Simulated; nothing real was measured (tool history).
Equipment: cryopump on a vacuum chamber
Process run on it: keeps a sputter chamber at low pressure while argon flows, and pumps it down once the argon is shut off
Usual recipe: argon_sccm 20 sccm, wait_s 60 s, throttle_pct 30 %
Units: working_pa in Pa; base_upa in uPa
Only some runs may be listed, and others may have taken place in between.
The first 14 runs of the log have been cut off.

run 15 day=12.133 | argon_sccm=20 wait_s=60 throttle_pct=19 | working_pa=0.1774 base_upa=2.90
run 16 day=13.017 | argon_sccm=20 wait_s=60 throttle_pct=58 | working_pa=0.0600 base_upa=3.00
run 17 day=13.488 | argon_sccm=20 wait_s=29 throttle_pct=30 | working_pa=0.1125 base_upa=4.75
run 18 day=13.954 | argon_sccm=20 wait_s=29 throttle_pct=30 | working_pa=0.1138 base_upa=4.77
run 19 day=14.458 | argon_sccm=26 wait_s=42 throttle_pct=36 | working_pa=0.1251 base_upa=3.74
run 20 day=15.025 | argon_sccm=38 wait_s=20 throttle_pct=30 | working_pa=0.2186 base_upa=6.41
run 21 day=15.717 | argon_sccm=15 wait_s=20 throttle_pct=30 | working_pa=0.0871 base_upa=6.56
run 22 day=16.262 | argon_sccm=20 wait_s=60 throttle_pct=27 | working_pa=0.1284 base_upa=3.12
run 23 day=17.283 | argon_sccm=18 wait_s=134 throttle_pct=24 | working_pa=0.1284 base_upa=2.17
run 24 day=18.050 | argon_sccm=8 wait_s=155 throttle_pct=18 | working_pa=0.0762 base_upa=2.11
run 25 day=19.046 | argon_sccm=17 wait_s=30 throttle_pct=41 | working_pa=0.0733 base_upa=4.84
run 26 day=19.546 | argon_sccm=23 wait_s=151 throttle_pct=26 | working_pa=0.1542 base_upa=2.13
run 27 day=20.071 | argon_sccm=23 wait_s=151 throttle_pct=26 | working_pa=0.1542 base_upa=2.24
run 28 day=20.762 | argon_sccm=23 wait_s=151 throttle_pct=26 | working_pa=0.1555 base_upa=2.28
run 29 day=21.554 | argon_sccm=25 wait_s=267 throttle_pct=29 | working_pa=0.1521 base_upa=2.01
run 30 day=22.525 | argon_sccm=25 wait_s=267 throttle_pct=29 | working_pa=0.1508 base_upa=2.02
run 31 day=23.400 | argon_sccm=11 wait_s=34 throttle_pct=36 | working_pa=0.0549 base_upa=4.54
run 32 day=24.275 | argon_sccm=20 wait_s=24 throttle_pct=19 | working_pa=0.1832 base_upa=5.90
run 33 day=24.908 | argon_sccm=10 wait_s=149 throttle_pct=54 | working_pa=0.0344 base_upa=2.42
run 34 day=25.383 | argon_sccm=31 wait_s=149 throttle_pct=35 | working_pa=0.1600 base_upa=2.39

Each row is a separate what-if for the run after 34, all from the same tool condition, not one after another. Results?
run A day=26.342 | argon_sccm=31 wait_s=290 throttle_pct=41 | working_pa=? base_upa=?
run B day=26.342 | argon_sccm=27 wait_s=88 throttle_pct=35 | working_pa=? base_upa=?
run C day=26.342 | argon_sccm=20 wait_s=219 throttle_pct=30 | working_pa=? base_upa=?

run=A working_pa=0.1384 base_upa=2.12
run=B working_pa=0.1385 base_upa=3.00
run=C working_pa=0.1191 base_upa=2.23
Without the tool's hidden state the same runs would have given:
run=A working_pa=0.1290 base_upa=0.65
run=B working_pa=0.1303 base_upa=1.47
run=C working_pa=0.1130 base_upa=0.75

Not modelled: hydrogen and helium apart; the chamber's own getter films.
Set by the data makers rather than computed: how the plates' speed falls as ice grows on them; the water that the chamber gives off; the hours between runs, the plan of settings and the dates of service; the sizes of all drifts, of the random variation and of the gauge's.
